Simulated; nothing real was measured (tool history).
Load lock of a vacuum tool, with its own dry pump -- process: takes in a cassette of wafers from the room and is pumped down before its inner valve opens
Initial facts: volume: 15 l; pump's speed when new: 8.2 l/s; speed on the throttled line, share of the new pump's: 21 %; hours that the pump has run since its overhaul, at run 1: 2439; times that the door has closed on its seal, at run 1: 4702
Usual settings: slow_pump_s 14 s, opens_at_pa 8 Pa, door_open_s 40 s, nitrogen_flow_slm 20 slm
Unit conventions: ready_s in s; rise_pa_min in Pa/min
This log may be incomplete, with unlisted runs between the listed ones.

run,hour,slow_pump_s,opens_at_pa,door_open_s,nitrogen_flow_slm,hours that the pump has run since its overhaul,times that the door has closed on its seal,"incoming humidity of the room's air, %",ready_s,rise_pa_min
1,0,14,8,40,20,2439,4702,45.1,28.7,0.084
2,201.9,14,8,40,20,2641,5092,46.4,28.9,0.089
3,672.4,14,8,40,20,3112,5999,46.1,29,0.099
4,872.8,14,8,40,20,3312,6385,46.1,28.9,0.102
5,1115.2,14,8,40,20,3554,6852,44.9,29.1,0.101
6,1486.9,14,8,40,9,3926,7569,45.8,28.9,0.136
7,1767.8,14,8,40,9,4207,8110,43.2,29.2,0.132
8,1962.1,14,8,40,9,4401,8485,44.5,28.8,0.145
9,2315.2,14,9,40,20,4754,9166,43.1,28.9,0.125
10,2764.7,14,9,40,20,5204,10032,44.4,29,0.14
11,2988.8,14,8,40,37,5428,10464,48.5,29.3,0.133
12,3374.7,14,8,40,37,5814,11208,44.7,29.5,0.138
13,3691.1,14,8,40,20,6130,11818,46,29.1,0.161
14,4059.3,20,8,40,20,6499,12528,42.1,34.3,0.17
15,4432.7,20,8,40,20,6872,13248,43.2,34.2,0.175
16,4669.5,20,8,40,20,7109,13704,41.5,34.4,0.183
17,4987.6,14,8,40,20,7427,14317,48.5,29.7,0.199
18,5357.9,14,8,40,20,7797,15031,41.2,29.8,0.207
19,5823.4,11,8,40,33,8263,15928,44.1,27.6,0.212
20,6194.5,7,8,40,28,8634,16644,45.4,24.6,0.221
21,6423.4,7,15,40,28,8863,17085,44.3,23.3,0.228
22,6632.2,7,15,40,17,9071,17487,45.6,23.4,0.252
23,7038,7,15,40,17,9477,18270,44.4,23.3,0.263
24,7390.9,7,15,35,36,9830,18950,45.1,23.7,0.249
25,7816.3,20,7,40,24,10255,19770,43.8,35.3,0.277
26,8135.7,20,7,40,24,10575,20386,41.5,35.2,0.297
# hour 8431.2: dry pump taken out, an overhauled one fitted
27,8431.2,20,7,40,24,0,20944,45.7,33.5,0.302
28,8636.8,12,8,64,22,206,21340,46.4,26.9,0.33
29,8920.6,16,7,40,20,489,21887,48.7,30.3,0.338
30,9160.8,9,9,40,20,730,22350,46.3,24.1,0.335
31,9622.3,14,9,40,20,1191,23240,43.4,28.5,0.35

Forecast run 32:
32,10077,14,9,40,20,1646,24117,48.1,?,?

Run 32 came out at ready_s 28.4 s, rise_pa_min 0.377 Pa/min.
Without the tool's hidden state the same run would have given ready_s 28.1 s, rise_pa_min 0.059 Pa/min.
